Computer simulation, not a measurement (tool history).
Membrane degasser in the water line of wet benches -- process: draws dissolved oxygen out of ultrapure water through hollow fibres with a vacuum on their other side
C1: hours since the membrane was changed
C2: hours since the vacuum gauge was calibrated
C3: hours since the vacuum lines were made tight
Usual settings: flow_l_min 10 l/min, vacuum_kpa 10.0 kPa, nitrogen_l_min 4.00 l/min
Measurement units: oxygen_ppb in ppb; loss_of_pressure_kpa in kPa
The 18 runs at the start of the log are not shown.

{"run": 19, "hour": 1235.4, "flow_l_min": 10, "vacuum_kpa": 10.0, "nitrogen_l_min": 5.03, "C1": 4701, "C2": 4249, "C3": 1226, "oxygen_ppb": 138.4, "loss_of_pressure_kpa": 65.15}
{"hour": 1289.8, "done": "gauge calibrated"}
{"run": 20, "hour": 1289.8, "flow_l_min": 7, "vacuum_kpa": 10.0, "nitrogen_l_min": 4.0, "C1": 4755, "C2": 4304, "C3": 1280, "oxygen_ppb": 63.0, "loss_of_pressure_kpa": 44.27}
{"run": 21, "hour": 1352.1, "flow_l_min": 13, "vacuum_kpa": 6.4, "nitrogen_l_min": 4.0, "C1": 4818, "C2": 4366, "C3": 1343, "oxygen_ppb": 229.3, "loss_of_pressure_kpa": 82.62}
{"hour": 1362.0, "done": "vacuum gauge calibrated"}
{"run": 22, "hour": 1423.8, "flow_l_min": 10, "vacuum_kpa": 9.8, "nitrogen_l_min": 4.0, "C1": 4889, "C2": 62, "C3": 1414, "oxygen_ppb": 144.6, "loss_of_pressure_kpa": 63.39}
{"run": 23, "hour": 1474.9, "flow_l_min": 10, "vacuum_kpa": 9.8, "nitrogen_l_min": 4.0, "C1": 4940, "C2": 113, "C3": 1465, "oxygen_ppb": 143.9, "loss_of_pressure_kpa": 63.33}
{"run": 24, "hour": 1526.8, "flow_l_min": 10, "vacuum_kpa": 9.8, "nitrogen_l_min": 4.0, "C1": 4992, "C2": 165, "C3": 1517, "oxygen_ppb": 145.3, "loss_of_pressure_kpa": 63.98}
{"run": 25, "hour": 1571.3, "flow_l_min": 10, "vacuum_kpa": 9.8, "nitrogen_l_min": 4.0, "C1": 5036, "C2": 209, "C3": 1561, "oxygen_ppb": 142.1, "loss_of_pressure_kpa": 63.94}
{"run": 26, "hour": 1663.0, "flow_l_min": 8, "vacuum_kpa": 10.0, "nitrogen_l_min": 10.05, "C1": 5128, "C2": 301, "C3": 1653, "oxygen_ppb": 67.2, "loss_of_pressure_kpa": 51.0}
{"run": 27, "hour": 1702.8, "flow_l_min": 8, "vacuum_kpa": 12.4, "nitrogen_l_min": 5.22, "C1": 5168, "C2": 341, "C3": 1693, "oxygen_ppb": 88.0, "loss_of_pressure_kpa": 51.45}
{"run": 28, "hour": 1751.7, "flow_l_min": 7, "vacuum_kpa": 18.1, "nitrogen_l_min": 9.7, "C1": 5217, "C2": 390, "C3": 1742, "oxygen_ppb": 60.6, "loss_of_pressure_kpa": 44.82}
{"run": 29, "hour": 1831.2, "flow_l_min": 7, "vacuum_kpa": 6.7, "nitrogen_l_min": 9.7, "C1": 5296, "C2": 469, "C3": 1821, "oxygen_ppb": 39.3, "loss_of_pressure_kpa": 45.01}
{"run": 30, "hour": 1887.2, "flow_l_min": 7, "vacuum_kpa": 9.0, "nitrogen_l_min": 9.7, "C1": 5352, "C2": 525, "C3": 1877, "oxygen_ppb": 43.7, "loss_of_pressure_kpa": 44.99}
{"run": 31, "hour": 1952.4, "flow_l_min": 7, "vacuum_kpa": 9.0, "nitrogen_l_min": 9.7, "C1": 5417, "C2": 590, "C3": 1942, "oxygen_ppb": 42.1, "loss_of_pressure_kpa": 44.82}

Here are 3 independent what-if runs from the current tool condition. What would each one return?
{"run": "A", "hour": 2031.6, "flow_l_min": 14, "vacuum_kpa": 15.8, "nitrogen_l_min": 4.0, "C1": 5497, "C2": 670, "C3": 2022, "oxygen_ppb": "?", "loss_of_pressure_kpa": "?"}
{"run": "B", "hour": 2031.6, "flow_l_min": 12, "vacuum_kpa": 10.0, "nitrogen_l_min": 4.0, "C1": 5497, "C2": 670, "C3": 2022, "oxygen_ppb": "?", "loss_of_pressure_kpa": "?"}
{"run": "C", "hour": 2031.6, "flow_l_min": 10, "vacuum_kpa": 12.0, "nitrogen_l_min": 3.11, "C1": 5497, "C2": 670, "C3": 2022, "oxygen_ppb": "?", "loss_of_pressure_kpa": "?"}

run=A oxygen_ppb=347.3 loss_of_pressure_kpa=90.49
run=B oxygen_ppb=218.2 loss_of_pressure_kpa=77.39
run=C oxygen_ppb=174.7 loss_of_pressure_kpa=64.90
Take away the tool's hidden state, keep each run's random variation, and the runs would have read:
run=A oxygen_ppb=346.9 loss_of_pressure_kpa=89.17
run=B oxygen_ppb=217.9 loss_of_pressure_kpa=76.26
run=C oxygen_ppb=174.5 loss_of_pressure_kpa=63.96
